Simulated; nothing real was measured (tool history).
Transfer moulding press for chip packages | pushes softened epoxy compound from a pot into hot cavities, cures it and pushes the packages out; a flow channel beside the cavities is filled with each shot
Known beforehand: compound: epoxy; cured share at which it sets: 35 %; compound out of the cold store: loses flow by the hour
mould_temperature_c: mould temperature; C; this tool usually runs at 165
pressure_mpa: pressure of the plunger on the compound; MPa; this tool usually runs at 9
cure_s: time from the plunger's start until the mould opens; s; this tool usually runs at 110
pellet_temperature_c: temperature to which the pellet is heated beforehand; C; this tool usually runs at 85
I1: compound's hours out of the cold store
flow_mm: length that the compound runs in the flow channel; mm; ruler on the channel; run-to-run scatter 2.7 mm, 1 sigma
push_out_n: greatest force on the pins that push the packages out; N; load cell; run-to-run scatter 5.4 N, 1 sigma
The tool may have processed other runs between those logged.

run 1 hour=0 | mould_temperature_c=165 pressure_mpa=9 cure_s=110 pellet_temperature_c=85 | I1=17.3 | flow_mm=758 push_out_n=175
run 2 hour=34.1 | mould_temperature_c=165 pressure_mpa=9 cure_s=110 pellet_temperature_c=85 | I1=40.3 | flow_mm=693 push_out_n=233
-- hour=71.6 plunger's sealing rings changed
run 3 hour=83.3 | mould_temperature_c=165 pressure_mpa=10.71 cure_s=110 pellet_temperature_c=85 | I1=14.5 | flow_mm=880 push_out_n=281
run 4 hour=104.3 | mould_temperature_c=165 pressure_mpa=9 cure_s=108 pellet_temperature_c=85 | I1=38.1 | flow_mm=747 push_out_n=307
-- hour=119.1 cavities cleaned with cleaning compound and waxed
run 5 hour=153.9 | mould_temperature_c=165 pressure_mpa=9 cure_s=110 pellet_temperature_c=85 | I1=42.6 | flow_mm=729 push_out_n=241
run 6 hour=192.2 | mould_temperature_c=165 pressure_mpa=9 cure_s=110 pellet_temperature_c=85 | I1=47.3 | flow_mm=715 push_out_n=277
-- hour=233.3 cavities cleaned with cleaning compound and waxed
run 7 hour=233.3 | mould_temperature_c=165 pressure_mpa=9 cure_s=110 pellet_temperature_c=85 | I1=23.3 | flow_mm=773 push_out_n=175
run 8 hour=272.6 | mould_temperature_c=165 pressure_mpa=9 cure_s=110 pellet_temperature_c=85 | I1=8.4 | flow_mm=806 push_out_n=252
run 9 hour=305.7 | mould_temperature_c=165 pressure_mpa=9 cure_s=110 pellet_temperature_c=85 | I1=47.7 | flow_mm=706 push_out_n=274
run 10 hour=332.5 | mould_temperature_c=157 pressure_mpa=9 cure_s=110 pellet_temperature_c=85 | I1=46.1 | flow_mm=734 push_out_n=467
-- hour=348.4 cavities cleaned with cleaning compound and waxed
run 11 hour=359.3 | mould_temperature_c=157 pressure_mpa=9 cure_s=110 pellet_temperature_c=85 | I1=34.5 | flow_mm=760 push_out_n=319
run 12 hour=400.2 | mould_temperature_c=157 pressure_mpa=9 cure_s=110 pellet_temperature_c=85 | I1=14.5 | flow_mm=808 push_out_n=422
run 13 hour=431.1 | mould_temperature_c=157 pressure_mpa=9 cure_s=110 pellet_temperature_c=85 | I1=18.6 | flow_mm=790 push_out_n=456

Predict the results of run 14:
-- hour=462.5 cavities cleaned with cleaning compound and waxed
run 14 hour=464.7 | mould_temperature_c=159 pressure_mpa=9 cure_s=110 pellet_temperature_c=85 | I1=43.8 | flow_mm=? push_out_n=?

Run 14 came out at flow_mm 719 mm, push_out_n 248 N.
Minus the tool's unlogged condition, the same run would have read flow_mm 755 mm, push_out_n 246 N.
